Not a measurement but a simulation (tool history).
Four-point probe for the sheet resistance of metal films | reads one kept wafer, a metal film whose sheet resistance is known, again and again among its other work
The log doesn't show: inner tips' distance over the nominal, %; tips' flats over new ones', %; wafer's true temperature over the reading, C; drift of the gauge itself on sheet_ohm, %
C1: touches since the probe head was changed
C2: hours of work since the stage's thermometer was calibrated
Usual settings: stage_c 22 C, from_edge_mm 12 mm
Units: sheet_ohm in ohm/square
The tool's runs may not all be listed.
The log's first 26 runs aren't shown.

run 27 hour=310.0 | stage_c=22 from_edge_mm=23 | C1=30253 C2=340 | sheet_ohm=9.370697
run 28 hour=326.1 | stage_c=28 from_edge_mm=21 | C1=30818 C2=352 | sheet_ohm=9.337089
run 29 hour=337.5 | stage_c=31 from_edge_mm=28 | C1=31219 C2=360 | sheet_ohm=9.307979
run 30 hour=344.2 | stage_c=31 from_edge_mm=28 | C1=31456 C2=365 | sheet_ohm=9.311899
run 31 hour=354.2 | stage_c=31 from_edge_mm=28 | C1=31808 C2=372 | sheet_ohm=9.309726
run 32 hour=362.8 | stage_c=22 from_edge_mm=47 | C1=32113 C2=378 | sheet_ohm=9.361325
run 33 hour=373.4 | stage_c=22 from_edge_mm=47 | C1=32485 C2=385 | sheet_ohm=9.366666
run 34 hour=385.5 | stage_c=20 from_edge_mm=48 | C1=32911 C2=394 | sheet_ohm=9.375211
run 35 hour=401.3 | stage_c=29 from_edge_mm=24 | C1=33468 C2=405 | sheet_ohm=9.328253
run 36 hour=412.1 | stage_c=22 from_edge_mm=5 | C1=33851 C2=412 | sheet_ohm=9.676236
run 37 hour=427.3 | stage_c=23 from_edge_mm=12 | C1=34385 C2=423 | sheet_ohm=9.410483
run 38 hour=439.1 | stage_c=26 from_edge_mm=17 | C1=34802 C2=431 | sheet_ohm=9.364084
run 39 hour=450.3 | stage_c=32 from_edge_mm=60 | C1=35195 C2=439 | sheet_ohm=9.300905
run 40 hour=465.4 | stage_c=24 from_edge_mm=16 | C1=35730 C2=450 | sheet_ohm=9.379990
run 41 hour=478.3 | stage_c=27 from_edge_mm=7 | C1=36183 C2=459 | sheet_ohm=9.492457
run 42 hour=494.0 | stage_c=28 from_edge_mm=14 | C1=36736 C2=470 | sheet_ohm=9.364389
run 43 hour=508.4 | stage_c=22 from_edge_mm=12 | C1=37245 C2=480 | sheet_ohm=9.420699

The next listed run, before its measurement:
run 44 hour=518.4 | stage_c=19 from_edge_mm=12 | C1=37596 C2=487 | sheet_ohm=?

{"run 44": {"sheet_ohm": 9.441091}}
Without the tool's hidden state the same run would have given sheet_ohm 9.386633 ohm/square.

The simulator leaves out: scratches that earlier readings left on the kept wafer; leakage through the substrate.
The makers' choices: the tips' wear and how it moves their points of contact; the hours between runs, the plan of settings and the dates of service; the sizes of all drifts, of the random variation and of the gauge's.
